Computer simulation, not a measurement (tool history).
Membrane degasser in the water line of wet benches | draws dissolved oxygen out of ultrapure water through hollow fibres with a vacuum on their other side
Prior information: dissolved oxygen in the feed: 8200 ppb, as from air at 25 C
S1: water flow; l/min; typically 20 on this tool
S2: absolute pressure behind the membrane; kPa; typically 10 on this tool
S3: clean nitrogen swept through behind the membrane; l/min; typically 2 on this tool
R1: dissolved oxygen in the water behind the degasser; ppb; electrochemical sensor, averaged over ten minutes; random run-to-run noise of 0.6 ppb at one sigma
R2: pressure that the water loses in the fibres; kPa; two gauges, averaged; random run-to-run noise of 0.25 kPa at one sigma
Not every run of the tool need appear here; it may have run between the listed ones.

run,day,S1,S2,S3,R1,R2
1,0,20,10,2,160.6,67.22
2,1.396,20,8.1,2,116,66.87
3,3.358,20,10,2,161.9,67.06
4,5.75,20,10,1.54,202.1,67.24
5,8.104,20,10,1.54,202.9,67.4
6,9.292,20,10,1.54,203,67.01
7,10.988,20,10,1.54,202.9,66.75
8,12.679,20,10,1.54,203.9,67.11
9,13.738,20,10,1.54,203.7,67.66
10,15.075,20,10,2,160.9,67.44
11,17.396,20,10,2,160.7,67.26
12,19.683,20,15.2,2,279,66.96
13,20.954,20,10,2,161.4,66.86
14,22.933,20,10,2,160.7,66.65
15,24.071,20,10,3.06,109.3,67.32
16,25.296,20,10,1.04,288.7,66.67
17,27.267,17,17.2,2.91,196.2,57
18,29.333,17,17.2,2.91,196.7,56.95
19,30.388,17,7.8,2,93.8,56.69
20,32.792,17,7.8,2,94.4,57.1
# day 33.821: vacuum gauge calibrated
21,34.392,17,7.1,4.33,39,56.91
22,35.912,17,7.1,4.33,38.9,57.31

Run 23, settings as shown, results not yet in. Your forecast:
23,38.167,24,24.4,4.33,?,?

{"run 23": {"R1": 281.4, "R2": 80.99}}
With no hidden state in the tool, this same run would have given R1 281.3 ppb, R2 80.98 kPa.
